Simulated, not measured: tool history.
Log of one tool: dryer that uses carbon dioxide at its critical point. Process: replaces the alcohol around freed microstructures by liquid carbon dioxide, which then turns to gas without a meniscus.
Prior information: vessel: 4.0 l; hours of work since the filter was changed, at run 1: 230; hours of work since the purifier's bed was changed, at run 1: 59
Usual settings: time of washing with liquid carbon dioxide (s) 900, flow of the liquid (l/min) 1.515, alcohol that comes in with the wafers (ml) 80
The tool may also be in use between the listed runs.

run,hour,time of washing with liquid carbon dioxide (s),flow of the liquid (l/min),alcohol that comes in with the wafers (ml),hours of work since the filter was changed,hours of work since the purifier's bed was changed,alcohol left in the vessel before it's heated (ppm by volume)
1,0.0,900,1.515,80,230,59,348
2,6.3,900,1.515,80,234,63,363
3,12.4,900,2.250,80,238,68,69
4,25.6,900,1.515,80,247,77,372
5,36.5,900,1.515,80,255,84,356
6,48.7,900,1.515,80,263,92,375
7,56.7,900,1.515,80,269,98,379
8,69.8,900,2.280,80,277,107,62
9,77.7,900,1.440,80,283,112,473
10,85.0,600,2.070,70,288,117,479
11,92.2,1020,1.170,80,293,122,604
12,101.6,900,1.515,22,299,128,120
13,108.4,720,1.515,22,304,133,250
14,114.7,900,2.070,33,308,137,56
15,123.5,1440,1.200,88,314,143,161
16,135.9,1440,1.200,88,322,152,159
17,143.5,780,1.200,88,328,157,1445

For some of the steps in alcohol left in the vessel before it's heated (ppm by volume) from one run to the next: how much would appear even if the tool had no hidden state, given the settings, what came in and random variation, and how much remains for the hidden state plus any gauge scatter that the measured result and the result without hidden state don't share?
The hidden state here: flow that reaches the vessel past the clogged filter, %; alcohol in the recycled carbon dioxide, ppm; drift of the gauge itself on alcohol_ppm, %.
Run 16 -> 17: time of washing with liquid carbon dioxide (s) 1440 -> 780. alcohol left in the vessel before it's heated (ppm by volume) +1286: hidden state +204, all else +1082.
